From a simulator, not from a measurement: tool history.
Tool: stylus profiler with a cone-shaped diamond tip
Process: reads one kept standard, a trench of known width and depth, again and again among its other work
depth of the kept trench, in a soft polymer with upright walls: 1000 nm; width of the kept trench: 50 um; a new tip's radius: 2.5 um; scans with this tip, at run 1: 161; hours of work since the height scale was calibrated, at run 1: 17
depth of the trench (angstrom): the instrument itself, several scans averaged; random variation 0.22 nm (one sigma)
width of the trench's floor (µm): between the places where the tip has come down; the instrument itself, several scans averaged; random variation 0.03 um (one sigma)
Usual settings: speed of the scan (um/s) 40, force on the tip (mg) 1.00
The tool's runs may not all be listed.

| run | day | speed of the scan (um/s) | force on the tip (mg) | scans with this tip | hours of work since the height scale was calibrated | depth of the trench (angstrom) | width of the trench's floor (µm) |
|---|---|---|---|---|---|---|---|
| 1 | 0.000 | 40 | 1.00 | 161 | 17 | 10040.4 | 45.80 |
| 2 | 0.767 | 40 | 0.34 | 239 | 25 | 10018.5 | 45.63 |
| 3 | 1.383 | 40 | 1.00 | 302 | 32 | 10045.2 | 45.78 |
| 4 | 2.383 | 40 | 1.00 | 403 | 42 | 10045.2 | 45.72 |
| 5 | 3.404 | 40 | 1.00 | 507 | 53 | 10042.3 | 45.63 |
| 6 | 3.892 | 40 | 1.00 | 557 | 58 | 10040.3 | 45.66 |
| 7 | 4.650 | 40 | 1.34 | 634 | 67 | 10049.2 | 45.66 |
| 8 | 5.225 | 40 | 1.34 | 693 | 73 | 10051.8 | 45.64 |
| 9 | 5.838 | 40 | 1.34 | 755 | 79 | 10051.4 | 45.61 |
| 10 | 6.512 | 15 | 1.00 | 824 | 86 | 10040.0 | 45.71 |
| 11 | 7.250 | 15 | 1.00 | 899 | 94 | 10047.3 | 45.70 |
| 12 | 8.275 | 27 | 1.00 | 1003 | 105 | 10043.4 | 45.61 |
| 13 | 9.050 | 40 | 1.00 | 1083 | 114 | 10042.6 | 45.48 |
| 14 | 9.683 | 40 | 1.00 | 1147 | 120 | 10047.2 | 45.39 |
| 15 | 10.729 | 40 | 1.00 | 1253 | 132 | 10042.8 | 45.44 |
| 16 | 11.388 | 37 | 1.00 | 1320 | 139 | 10043.1 | 45.37 |
| 17 | 12.396 | 37 | 1.00 | 1423 | 149 | 10042.3 | 45.42 |
| 18 | 13.183 | 37 | 1.00 | 1503 | 158 | 10045.8 | 45.31 |
| 19 | 13.683 | 37 | 1.00 | 1554 | 163 | 10047.4 | 45.29 |
| 20 | 14.488 | 37 | 1.00 | 1636 | 172 | 10044.1 | 45.32 |
| 21 | 15.033 | 40 | 1.00 | 1691 | 178 | 10042.8 | 45.30 |
| 22 | 15.992 | 71 | 1.22 | 1789 | 188 | 10050.5 | 45.13 |
| 23 | 16.821 | 71 | 1.22 | 1874 | 197 | 10051.2 | 45.13 |
| 24 | 17.379 | 14 | 0.49 | 1930 | 203 | 10026.6 | 45.26 |
| 25 | 17.892 | 35 | 1.37 | 1982 | 208 | 10055.9 | 45.26 |
| 26 | 18.558 | 35 | 1.37 | 2051 | 215 | 10060.2 | 45.25 |
| 27 | 19.208 | 35 | 1.37 | 2117 | 222 | 10053.4 | 45.18 |
| 28 | 19.775 | 127 | 1.83 | 2174 | 228 | 10065.7 | 44.87 |
| 29 | 20.562 | 16 | 1.64 | 2254 | 237 | 10065.6 | 45.25 |
| 30 | 21.208 | 78 | 0.33 | 2320 | 244 | 10023.2 | 44.67 |
| 31 | 22.154 | 31 | 2.25 | 2417 | 254 | 10080.3 | 45.13 |
| 32 | 23.188 | 29 | 0.60 | 2522 | 265 | 10035.8 | 45.00 |
| 33 | 23.692 | 43 | 1.75 | 2573 | 270 | 10065.1 | 45.05 |
| 34 | 24.421 | 106 | 0.48 | 2647 | 278 | 10035.7 | 44.44 |
| 35 | 25.229 | 76 | 0.48 | 2730 | 287 | 10037.8 | 44.62 |
| 36 | 26.038 | 30 | 2.85 | 2812 | 295 | 10090.9 | 45.01 |
| 37 | 26.842 | 18 | 2.57 | 2894 | 304 | 10082.8 | 44.99 |
| 38 | 27.650 | 32 | 1.17 | 2976 | 312 | 10055.0 | 44.89 |
| 39 | 28.638 | 41 | 1.17 | 3077 | 323 | 10053.6 | 44.88 |
| 40 | 29.129 | 41 | 1.17 | 3127 | 328 | 10055.9 | 44.81 |
| 41 | 29.825 | 42 | 0.49 | 3198 | 336 | 10034.1 | 44.70 |
| 42 | 30.450 | 42 | 0.49 | 3262 | 342 | 10032.5 | 44.68 |

4 ways to go on from here, each from the tool as it stands after run 42. What would each give?
| A | 31.225 | 11 | 0.92 | 3340 | 351 | ? | ? |
| B | 31.225 | 25 | 0.66 | 3340 | 351 | ? | ? |
| C | 31.225 | 69 | 0.60 | 3340 | 351 | ? | ? |
| D | 31.225 | 10 | 1.00 | 3340 | 351 | ? | ? |

| run | depth of the trench (angstrom) | width of the trench's floor (µm) |
|---|---|---|
| A | 10049.2 | 44.91 |
| B | 10038.5 | 44.85 |
| C | 10038.1 | 44.52 |
| D | 10048.3 | 44.88 |
Without the tool's hidden state the same runs would have given:
| run | depth of the trench (angstrom) | width of the trench's floor (µm) |
|---|---|---|
| A | 10040.8 | 45.96 |
| B | 10030.1 | 45.90 |
| C | 10029.7 | 45.58 |
| D | 10040.0 | 45.94 |
